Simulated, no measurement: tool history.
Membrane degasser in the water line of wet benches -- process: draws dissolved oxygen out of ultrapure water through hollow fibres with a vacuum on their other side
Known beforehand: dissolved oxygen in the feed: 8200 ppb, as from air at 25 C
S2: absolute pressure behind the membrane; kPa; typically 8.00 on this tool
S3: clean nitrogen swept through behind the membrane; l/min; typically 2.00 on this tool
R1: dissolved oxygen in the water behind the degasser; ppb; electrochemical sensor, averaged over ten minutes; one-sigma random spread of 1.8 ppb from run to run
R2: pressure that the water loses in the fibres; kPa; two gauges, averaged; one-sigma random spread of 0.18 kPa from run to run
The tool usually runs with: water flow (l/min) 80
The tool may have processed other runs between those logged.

run 1 hour=0.0 | water_flow_(l/min)=80 S2=8.00 S3=2.00 | R1=382.1 R2=35.02
run 2 hour=154.6 | water_flow_(l/min)=80 S2=8.00 S3=2.00 | R1=379.0 R2=35.26
run 3 hour=356.7 | water_flow_(l/min)=80 S2=8.00 S3=2.00 | R1=377.7 R2=35.24
run 4 hour=586.0 | water_flow_(l/min)=80 S2=8.00 S3=2.00 | R1=375.1 R2=35.35
run 5 hour=855.7 | water_flow_(l/min)=80 S2=6.62 S3=2.00 | R1=277.2 R2=35.56
run 6 hour=1015.5 | water_flow_(l/min)=80 S2=6.62 S3=2.00 | R1=274.8 R2=35.48
run 7 hour=1236.6 | water_flow_(l/min)=80 S2=8.00 S3=2.00 | R1=379.3 R2=35.67
run 8 hour=1368.1 | water_flow_(l/min)=80 S2=8.00 S3=2.00 | R1=378.7 R2=35.48
run 9 hour=1628.7 | water_flow_(l/min)=80 S2=18.01 S3=2.00 | R1=1062.9 R2=35.29
-- hour=1862.3 vacuum gauge calibrated
run 10 hour=1864.0 | water_flow_(l/min)=80 S2=18.01 S3=2.00 | R1=1073.5 R2=35.97
run 11 hour=2126.3 | water_flow_(l/min)=80 S2=8.00 S3=2.00 | R1=378.1 R2=35.55
run 12 hour=2366.1 | water_flow_(l/min)=80 S2=8.00 S3=2.00 | R1=380.0 R2=35.60
run 13 hour=2591.8 | water_flow_(l/min)=80 S2=8.00 S3=2.00 | R1=380.3 R2=35.63
run 14 hour=2824.4 | water_flow_(l/min)=80 S2=8.00 S3=2.00 | R1=377.4 R2=35.51
run 15 hour=2988.8 | water_flow_(l/min)=80 S2=8.00 S3=2.00 | R1=381.6 R2=35.81
run 16 hour=3151.6 | water_flow_(l/min)=80 S2=8.00 S3=2.00 | R1=379.9 R2=35.84
run 17 hour=3306.9 | water_flow_(l/min)=77 S2=7.69 S3=2.50 | R1=290.0 R2=34.59
run 18 hour=3468.5 | water_flow_(l/min)=77 S2=7.69 S3=2.50 | R1=289.3 R2=34.81
run 19 hour=3637.9 | water_flow_(l/min)=77 S2=7.69 S3=2.50 | R1=289.7 R2=34.62
run 20 hour=3908.7 | water_flow_(l/min)=77 S2=11.65 S3=2.11 | R1=600.5 R2=34.77
run 21 hour=4062.0 | water_flow_(l/min)=77 S2=15.41 S3=2.89 | R1=662.9 R2=34.72
run 22 hour=4253.3 | water_flow_(l/min)=80 S2=9.81 S3=2.75 | R1=400.3 R2=35.88
run 23 hour=4542.0 | water_flow_(l/min)=56 S2=8.44 S3=5.18 | R1=132.8 R2=25.20
run 24 hour=4805.4 | water_flow_(l/min)=104 S2=11.04 S3=5.18 | R1=371.8 R2=46.84
run 25 hour=5022.1 | water_flow_(l/min)=78 S2=6.58 S3=1.50 | R1=330.2 R2=35.17
run 26 hour=5274.7 | water_flow_(l/min)=78 S2=6.58 S3=1.50 | R1=333.3 R2=35.30
run 27 hour=5536.4 | water_flow_(l/min)=80 S2=18.24 S3=1.41 | R1=1373.3 R2=36.59
run 28 hour=5750.9 | water_flow_(l/min)=115 S2=5.30 S3=2.76 | R1=226.7 R2=52.03
run 29 hour=5970.0 | water_flow_(l/min)=124 S2=5.30 S3=2.61 | R1=265.0 R2=56.09
run 30 hour=6138.8 | water_flow_(l/min)=80 S2=9.33 S3=2.34 | R1=425.7 R2=36.62
run 31 hour=6394.7 | water_flow_(l/min)=70 S2=8.00 S3=3.06 | R1=241.6 R2=31.96

Predict each of these 4 candidate next runs independently; none follows another, all start after run 31:
run A hour=6666.9 | water_flow_(l/min)=53 S2=7.43 S3=5.19 | R1=? R2=?
run B hour=6666.9 | water_flow_(l/min)=115 S2=8.00 S3=0.90 | R1=? R2=?
run C hour=6666.9 | water_flow_(l/min)=124 S2=8.00 S3=0.93 | R1=? R2=?
run D hour=6666.9 | water_flow_(l/min)=48 S2=8.00 S3=3.14 | R1=? R2=?

run=A R1=103.1 R2=23.96
run=B R1=852.0 R2=52.28
run=C R1=888.9 R2=56.48
run=D R1=168.0 R2=21.89
Without the tool's unlogged condition, the same runs would have read:
run=A R1=100.8 R2=22.92
run=B R1=840.9 R2=50.01
run=C R1=874.9 R2=54.03
run=D R1=164.9 R2=20.94

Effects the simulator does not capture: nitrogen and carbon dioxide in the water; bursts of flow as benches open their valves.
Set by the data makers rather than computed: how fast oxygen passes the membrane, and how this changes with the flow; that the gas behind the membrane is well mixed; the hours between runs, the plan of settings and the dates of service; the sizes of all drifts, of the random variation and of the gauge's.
